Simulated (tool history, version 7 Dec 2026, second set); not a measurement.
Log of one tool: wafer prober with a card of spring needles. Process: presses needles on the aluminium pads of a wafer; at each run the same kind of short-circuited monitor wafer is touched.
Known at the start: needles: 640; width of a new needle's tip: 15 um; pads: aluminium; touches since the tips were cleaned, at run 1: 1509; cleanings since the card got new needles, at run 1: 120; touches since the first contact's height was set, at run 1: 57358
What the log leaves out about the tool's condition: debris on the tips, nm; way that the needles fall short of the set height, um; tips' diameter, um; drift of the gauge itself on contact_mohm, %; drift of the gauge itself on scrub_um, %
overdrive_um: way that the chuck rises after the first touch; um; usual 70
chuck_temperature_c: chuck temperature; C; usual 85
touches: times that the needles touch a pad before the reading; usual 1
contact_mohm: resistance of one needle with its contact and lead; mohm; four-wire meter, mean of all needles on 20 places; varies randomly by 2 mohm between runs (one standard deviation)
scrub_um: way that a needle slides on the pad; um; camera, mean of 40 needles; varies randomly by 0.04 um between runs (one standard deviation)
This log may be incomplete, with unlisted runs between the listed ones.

| run | hour | overdrive_um | chuck_temperature_c | touches | touches since the tips were cleaned | cleanings since the card got new needles | touches since the first contact's height was set | contact_mohm | scrub_um |
|---|---|---|---|---|---|---|---|---|---|
| 1 | 0 | 70 | 85 | 1 | 1509 | 120 | 57358 | 277 | 8.59 |
|  | 3.1 | tips cleaned on abrasive film |
|  | 10.3 | tips cleaned on abrasive film |
|  | 16.4 | tips cleaned on abrasive film |
|  | 23.6 | tips cleaned on abrasive film |
| 2 | 23.8 | 70 | 85 | 1 | 40 | 124 | 66220 | 273 | 8.46 |
|  | 31.1 | tips cleaned on abrasive film |
|  | 38.5 | tips cleaned on abrasive film |
| 3 | 40.8 | 70 | 85 | 1 | 857 | 126 | 72605 | 281 | 8.43 |
|  | 45.2 | tips cleaned on abrasive film |
|  | 52.4 | tips cleaned on abrasive film |
| 4 | 55.9 | 70 | 85 | 1 | 1342 | 128 | 78268 | 284 | 8.37 |
|  | 58.9 | tips cleaned on abrasive film |
|  | 66.3 | tips cleaned on abrasive film |
|  | 73.6 | tips cleaned on abrasive film |
| 5 | 79 | 70 | 85 | 2 | 2047 | 131 | 86926 | 280 | 8.47 |
|  | 80.6 | tips cleaned on abrasive film |
|  | 86.6 | tips cleaned on abrasive film |
|  | 94.2 | tips cleaned on abrasive film |
| 6 | 98.3 | 70 | 68 | 2 | 1553 | 134 | 94116 | 273 | 8.32 |
|  | 101.3 | tips cleaned on abrasive film |
|  | 107.4 | tips cleaned on abrasive film |
|  | 114.7 | tips cleaned on abrasive film |
|  | 121.7 | tips cleaned on abrasive film |
| 7 | 125 | 70 | 68 | 2 | 1232 | 138 | 104103 | 279 | 8.31 |
|  | 127.9 | tips cleaned on abrasive film |
|  | 133.9 | tips cleaned on abrasive film |
|  | 141.5 | tips cleaned on abrasive film |
|  | 147.5 | tips cleaned on abrasive film |
| 8 | 152.3 | 70 | 68 | 2 | 1828 | 142 | 114324 | 280 | 8.17 |
|  | 153.9 | tips cleaned on abrasive film |
|  | 161.2 | tips cleaned on abrasive film |
|  | 168.7 | tips cleaned on abrasive film |
|  | 175.9 | tips cleaned on abrasive film |
| 9 | 175.9 | 70 | 68 | 2 | 0 | 146 | 123110 | 270 | 8.24 |
|  | 183.1 | tips cleaned on abrasive film |
|  | 190.4 | tips cleaned on abrasive film |
|  | 196.6 | height of the first contact set anew |
|  | 198.2 | tips cleaned on abrasive film |
| 10 | 204.1 | 70 | 85 | 1 | 2237 | 149 | 2801 | 294 | 7.78 |
|  | 205.7 | tips cleaned on abrasive film |
|  | 213.1 | tips cleaned on abrasive film |
|  | 220.6 | tips cleaned on abrasive film |
| 11 | 222.3 | 70 | 85 | 1 | 624 | 152 | 9577 | 284 | 7.73 |
|  | 226.8 | tips cleaned on abrasive film |
|  | 234.1 | tips cleaned on abrasive film |
|  | 241.5 | tips cleaned on abrasive film |
|  | 248.8 | tips cleaned on abrasive film |
| 12 | 249.1 | 70 | 77 | 1 | 95 | 156 | 19601 | 276 | 7.69 |
|  | 254.9 | tips cleaned on abrasive film |
|  | 262.1 | tips cleaned on abrasive film |
| 13 | 263.2 | 70 | 85 | 1 | 409 | 158 | 24871 | 284 | 7.71 |
|  | 269.4 | height of the first contact set anew, once more |
|  | 269.5 | tips cleaned on abrasive film |
|  | 277 | tips cleaned on abrasive film |
|  | 283.2 | tips cleaned on abrasive film |
| 14 | 283.2 | 70 | 85 | 1 | 0 | 161 | 5118 | 272 | 8.88 |
|  | 290.4 | tips cleaned on abrasive film |
|  | 297.8 | tips cleaned on abrasive film |
| 15 | 303.4 | 64 | 85 | 1 | 2102 | 163 | 12701 | 295 | 8.02 |
|  | 305 | tips cleaned on abrasive film |
|  | 311 | tips cleaned on abrasive film |
|  | 318.5 | tips cleaned on abrasive film |
| 16 | 324.4 | 85 | 99 | 2 | 2222 | 166 | 20555 | 279 | 10.71 |

Run 17 is up next; what results do you expect?
|  | 325.7 | tips cleaned on abrasive film |
|  | 331.7 | tips cleaned on abrasive film |
|  | 338.9 | tips cleaned on abrasive film |
|  | 345.9 | tips cleaned on abrasive film |
| 17 | 345.9 | 55 | 39 | 3 | 0 | 170 | 28585 | ? | ? |

{"run 17": {"contact_mohm": 264, "scrub_um": 6.87}}
The same run, on a tool lacking any hidden state, would have yielded contact_mohm 256 mohm, scrub_um 7.04 um.

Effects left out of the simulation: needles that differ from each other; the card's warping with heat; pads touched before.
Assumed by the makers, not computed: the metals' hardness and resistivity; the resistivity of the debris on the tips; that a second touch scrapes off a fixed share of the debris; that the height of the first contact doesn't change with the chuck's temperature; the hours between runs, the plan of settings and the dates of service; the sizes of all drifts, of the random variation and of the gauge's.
